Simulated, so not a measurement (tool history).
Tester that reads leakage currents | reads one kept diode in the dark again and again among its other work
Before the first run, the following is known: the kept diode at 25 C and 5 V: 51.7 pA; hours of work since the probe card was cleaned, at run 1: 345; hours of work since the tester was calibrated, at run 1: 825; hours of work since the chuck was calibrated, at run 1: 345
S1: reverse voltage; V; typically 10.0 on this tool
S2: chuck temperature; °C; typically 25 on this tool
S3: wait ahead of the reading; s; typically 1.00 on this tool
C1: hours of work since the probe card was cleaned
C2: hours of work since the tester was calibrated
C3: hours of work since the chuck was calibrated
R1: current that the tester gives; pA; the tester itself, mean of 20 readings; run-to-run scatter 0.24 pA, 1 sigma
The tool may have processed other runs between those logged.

Run 1, hour 0.0: usual settings; C1 345; C2 825; C3 345. Result: R1 79.13 pA.
Run 2, hour 133.4: usual settings; C1 435; C2 915; C3 435. Result: R1 79.72 pA.
Run 3, hour 210.3: usual settings; C1 486; C2 966; C3 486. Result: R1 80.10 pA.
Run 4, hour 325.2: usual settings but S1 1.2 V; C1 563; C2 1043; C3 563. Result: R1 26.76 pA.
Run 5, hour 428.4: usual settings but S1 1.2 V, S2 52 °C; C1 633; C2 1112; C3 633. Result: R1 268.00 pA.
Run 6, hour 527.3: usual settings but S1 3.6 V; C1 699; C2 1179; C3 699. Result: R1 47.51 pA.
Run 7, hour 660.2: usual settings but S1 3.6 V; C1 788; C2 1268; C3 788. Result: R1 47.90 pA.
Run 8, hour 755.2: usual settings but S1 5.8 V; C1 852; C2 1331; C3 852. Result: R1 61.21 pA.
Run 9, hour 827.6: usual settings but S1 5.8 V; C1 900; C2 1380; C3 900. Result: R1 61.62 pA.
Run 10, hour 964.9: usual settings but S1 5.8 V, S2 57 °C; C1 992; C2 1472; C3 992. Result: R1 870.73 pA.
Run 11, hour 1023.8: usual settings; C1 1032; C2 1511; C3 1032. Result: R1 82.57 pA.
Run 12, hour 1119.7: usual settings; C1 1096; C2 1576; C3 1096. Result: R1 83.36 pA.
At hour 1183.6: probe card cleaned and baked.
Run 13, hour 1247.5: usual settings; C1 43; C2 1659; C3 1180. Result: R1 84.77 pA.
Run 14, hour 1328.2: usual settings; C1 97; C2 1714; C3 1234. Result: R1 84.93 pA.
Run 15, hour 1385.2: usual settings; C1 135; C2 1752; C3 1272. Result: R1 85.32 pA.
Run 16, hour 1490.8: usual settings; C1 206; C2 1823; C3 1343. Result: R1 86.04 pA.
At hour 1543.5: probe card cleaned and baked, once more.
Run 17, hour 1608.9: usual settings but S1 1.0 V, S2 20 °C, S3 0.78 s; C1 44; C2 1900; C3 1420. Result: R1 15.89 pA.
Run 18, hour 1700.4: usual settings but S2 52 °C; C1 105; C2 1961; C3 1481. Result: R1 795.32 pA.
Run 19, hour 1825.2: usual settings but S1 1.8 V, S2 54 °C; C1 189; C2 2045; C3 1565. Result: R1 394.12 pA.
Run 20, hour 1947.5: usual settings but S1 18.0 V, S2 40 °C, S3 3.16 s; C1 271; C2 2127; C3 1647. Result: R1 404.93 pA.
Run 21, hour 2053.2: usual settings but S1 18.0 V, S2 40 °C, S3 3.16 s; C1 342; C2 2198; C3 1718. Result: R1 405.87 pA.
Run 22, hour 2126.5: usual settings but S1 1.5 V, S2 26 °C; C1 391; C2 2247; C3 1767. Result: R1 34.39 pA.
Run 23, hour 2212.5: usual settings but S1 1.5 V, S2 26 °C; C1 449; C2 2304; C3 1825. Result: R1 34.48 pA.
Run 24, hour 2290.9: usual settings but S1 6.1 V, S2 24 °C; C1 501; C2 2357; C3 1877. Result: R1 59.91 pA.
At hour 2395.6: chuck's temperature calibrated.
Run 25, hour 2400.8: usual settings but S1 9.3 V, S2 40 °C, S3 9.37 s; C1 573; C2 2429; C3 4. Result: R1 271.80 pA.
Run 26, hour 2529.9: usual settings but S1 9.3 V, S2 28 °C, S3 2.83 s; C1 660; C2 2516; C3 90. Result: R1 97.43 pA.
Run 27, hour 2641.8: usual settings but S1 3.0 V, S2 21 °C, S3 5.70 s; C1 735; C2 2591; C3 165. Result: R1 28.51 pA.
Run 28, hour 2774.6: usual settings but S1 3.0 V, S2 21 °C, S3 5.70 s; C1 824; C2 2680; C3 254. Result: R1 28.42 pA.
Run 29, hour 2865.4: usual settings but S1 8.2 V; C1 885; C2 2741; C3 315. Result: R1 72.71 pA.
Run 30, hour 2979.8: usual settings but S2 50 °C, S3 2.66 s; C1 962; C2 2817; C3 392. Result: R1 656.03 pA.

Predict the results of run 31:
Run 31, hour 3060.6: usual settings but S2 50 °C, S3 2.66 s; C1 1016; C2 2872; C3 446. Result: R1 ?.

{"run 31": {"R1": 654.98}}
On a tool with no hidden condition, and with the same random variation, this run would have come out at R1 639.55 pA.
